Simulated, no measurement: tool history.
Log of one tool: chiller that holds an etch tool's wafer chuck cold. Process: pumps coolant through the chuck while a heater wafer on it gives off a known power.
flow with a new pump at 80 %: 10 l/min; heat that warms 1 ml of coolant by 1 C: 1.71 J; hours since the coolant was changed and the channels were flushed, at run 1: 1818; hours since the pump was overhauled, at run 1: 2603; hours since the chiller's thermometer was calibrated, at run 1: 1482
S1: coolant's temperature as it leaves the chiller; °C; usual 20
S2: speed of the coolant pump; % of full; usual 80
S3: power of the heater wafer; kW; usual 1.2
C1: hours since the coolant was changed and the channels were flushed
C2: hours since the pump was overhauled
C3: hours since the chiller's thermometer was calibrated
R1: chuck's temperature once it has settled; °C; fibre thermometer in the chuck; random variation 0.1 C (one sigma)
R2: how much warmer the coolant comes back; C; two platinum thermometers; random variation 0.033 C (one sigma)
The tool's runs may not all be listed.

run 1 day=0 | S1=20 S2=80 S3=1.2 | C1=1818 C2=2603 C3=1482 | R1=31.2 R2=4.66
run 2 day=2.421 | S1=13 S2=80 S3=1.2 | C1=1876 C2=2661 C3=1540 | R1=24.4 R2=4.64
run 3 day=4.354 | S1=13 S2=80 S3=1.2 | C1=1922 C2=2708 C3=1586 | R1=24.2 R2=4.71
run 4 day=6.983 | S1=13 S2=80 S3=1.2 | C1=1986 C2=2771 C3=1649 | R1=24.4 R2=4.67
run 5 day=10.354 | S1=13 S2=80 S3=1.2 | C1=2067 C2=2852 C3=1730 | R1=24.4 R2=4.66
run 6 day=14.379 | S1=20 S2=69 S3=1.2 | C1=2163 C2=2948 C3=1827 | R1=33.3 R2=5.59
run 7 day=17.917 | S1=20 S2=69 S3=1.2 | C1=2248 C2=3033 C3=1912 | R1=33.4 R2=5.57
run 8 day=21.921 | S1=20 S2=69 S3=1.2 | C1=2344 C2=3129 C3=2008 | R1=33.2 R2=5.6
run 9 day=24.95 | S1=20 S2=79 S3=1.2 | C1=2417 C2=3202 C3=2080 | R1=32.1 R2=4.85
run 10 day=29.317 | S1=20 S2=79 S3=1.2 | C1=2522 C2=3307 C3=2185 | R1=31.8 R2=4.8
run 11 day=32.575 | S1=20 S2=79 S3=1.2 | C1=2600 C2=3385 C3=2263 | R1=32 R2=4.85
run 12 day=36.579 | S1=20 S2=80 S3=0.802 | C1=2696 C2=3481 C3=2359 | R1=27.9 R2=3.16
run 13 day=38.842 | S1=20 S2=80 S3=0.802 | C1=2750 C2=3535 C3=2414 | R1=27.8 R2=3.19
run 14 day=42.121 | S1=20 S2=80 S3=0.802 | C1=2829 C2=3614 C3=2493 | R1=27.6 R2=3.19
run 15 day=45.104 | S1=20 S2=80 S3=1.2 | C1=2901 C2=3686 C3=2564 | R1=32.3 R2=4.83
run 16 day=47.229 | S1=20 S2=80 S3=1.2 | C1=2952 C2=3737 C3=2615 | R1=32.2 R2=4.83
run 17 day=49.704 | S1=10 S2=80 S3=1.363 | C1=3011 C2=3796 C3=2674 | R1=24.1 R2=5.52
run 18 day=52.158 | S1=26 S2=81 S3=0.851 | C1=3070 C2=3855 C3=2733 | R1=34.6 R2=3.38
run 19 day=56.796 | S1=26 S2=81 S3=0.851 | C1=3181 C2=3966 C3=2845 | R1=34.6 R2=3.39
run 20 day=60.967 | S1=26 S2=87 S3=1.195 | C1=3281 C2=4066 C3=2945 | R1=37.9 R2=4.4
-- day=61.912 coolant changed, channels flushed
run 21 day=64.692 | S1=15 S2=87 S3=1.195 | C1=67 C2=4150 C3=3028 | R1=24.1 R2=4.48
-- day=65.079 chiller's thermometer calibrated
run 22 day=67.5 | S1=20 S2=80 S3=1.275 | C1=133 C2=4216 C3=58 | R1=30.8 R2=5.25
run 23 day=71.192 | S1=28 S2=85 S3=1.2 | C1=222 C2=4305 C3=147 | R1=37.3 R2=4.59
run 24 day=74.825 | S1=16 S2=68 S3=0.727 | C1=309 C2=4392 C3=234 | R1=22.5 R2=3.6
-- day=77.075 chiller's thermometer calibrated, once more
run 25 day=77.192 | S1=16 S2=68 S3=0.727 | C1=365 C2=4448 C3=3 | R1=23.7 R2=3.64
run 26 day=81.062 | S1=16 S2=67 S3=1.474 | C1=458 C2=4541 C3=96 | R1=32.4 R2=7.54
run 27 day=84.383 | S1=21 S2=89 S3=1.474 | C1=537 C2=4620 C3=175 | R1=33.6 R2=5.45
run 28 day=88.229 | S1=22 S2=80 S3=1.2 | C1=630 C2=4713 C3=268 | R1=33.5 R2=5.02
run 29 day=92.104 | S1=20 S2=91 S3=0.685 | C1=723 C2=4806 C3=361 | R1=25.7 R2=2.47
run 30 day=96.771 | S1=20 S2=91 S3=0.685 | C1=835 C2=4918 C3=473 | R1=25.8 R2=2.48
run 31 day=98.758 | S1=20 S2=88 S3=0.665 | C1=882 C2=4965 C3=520 | R1=25.9 R2=2.57

Some steps in R1 between neighbouring runs. How much of each would the tool show without its hidden state too (settings, what came in, random variation), and how much is left for the hidden state, with any gauge scatter that isn't in both results?
The hidden state here: heat passed by the chuck's channels, % of clean ones'; flow at a given pump speed, % of a new pump's; coolant's true temperature over the reading, C; drift of the gauge itself on chuck_c, C; drift of the gauge itself on warmer_back_c, C.
Run 17 -> 18: S1 10 -> 26, S2 80 -> 81, S3 1.363 -> 0.851. R1 +10.5 °C: hidden state -1.4, all else +11.9.
Run 20 -> 21: S1 26 -> 15, coolant changed, channels flushed. R1 -13.8 °C: hidden state -2.4, all else -11.4.
Run 23 -> 24: S1 28 -> 16, S2 85 -> 68, S3 1.2 -> 0.727. R1 -14.8 °C: hidden state -0.4, all else -14.4.
Run 25 -> 26: S2 68 -> 67, S3 0.727 -> 1.474. R1 +8.7 °C: hidden state +1.4, all else +7.3.
